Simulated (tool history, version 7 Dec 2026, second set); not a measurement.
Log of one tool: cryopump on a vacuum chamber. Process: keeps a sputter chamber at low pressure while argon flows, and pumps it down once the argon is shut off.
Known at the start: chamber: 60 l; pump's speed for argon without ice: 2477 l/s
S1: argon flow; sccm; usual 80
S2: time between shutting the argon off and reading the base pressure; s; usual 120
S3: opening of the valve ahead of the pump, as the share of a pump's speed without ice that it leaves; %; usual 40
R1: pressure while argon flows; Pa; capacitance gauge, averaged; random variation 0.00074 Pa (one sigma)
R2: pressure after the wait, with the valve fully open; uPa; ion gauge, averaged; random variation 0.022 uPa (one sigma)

run	day	S1	S2	S3	R1	R2
1	0.000	80	120	40	0.1410	1.35
2	3.292	80	120	16	0.3453	1.40
3	6.892	80	120	16	0.3477	1.46
4	9.458	80	120	16	0.3511	1.57
5	13.100	80	120	16	0.3489	1.58
6	17.738	59	120	40	0.1074	1.75
7	20.479	59	120	40	0.1094	1.79
8	24.683	80	120	26	0.2240	1.93
9	27.679	80	120	26	0.2243	2.04
10	31.829	80	120	26	0.2279	2.09
11	35.667	80	120	26	0.2261	2.21
12	38.592	80	120	26	0.2286	2.31
13	42.638	80	120	40	0.1552	2.39
14	46.588	38	120	40	0.0753	2.53
15	51.192	97	161	54	0.1515	2.48
16	53.433	97	161	54	0.1526	2.64
17	55.371	97	161	56	0.1504	2.71
18	59.792	101	161	45	0.1545	0.55
19	63.842	80	28	40	0.1389	2.15
20	68.275	80	28	40	0.1413	2.19
21	70.600	80	28	40	0.1411	2.32
22	73.571	80	64	52	0.1102	1.22
23	76.358	123	172	52	0.1713	0.78
24	78.567	123	172	52	0.1732	0.78
25	82.425	159	58	40	0.2866	1.52
26	86.967	159	58	40	0.2909	1.55
27	91.450	128	27	30	0.3102	2.75

Taken out of this log: 2 entries between the listed runs. Where each belongs, and how the hidden state differs across it:
Between runs 17 and 18: pump warmed up, emptied and cooled again (day 55.988); leaking fittings of the chamber tightened, without venting (day 56.829)
  pump's speed, % of a pump's without ice: 68.1 -> 97.5; cold plate's temperature, K: 12.4 -> 12.41; leak into the chamber, uPa l/s: 3976 -> 450
  measured less the result without the state, R1: +0.0318 -> +0.0024 Pa; R2: +2.26 -> +0.07 uPa
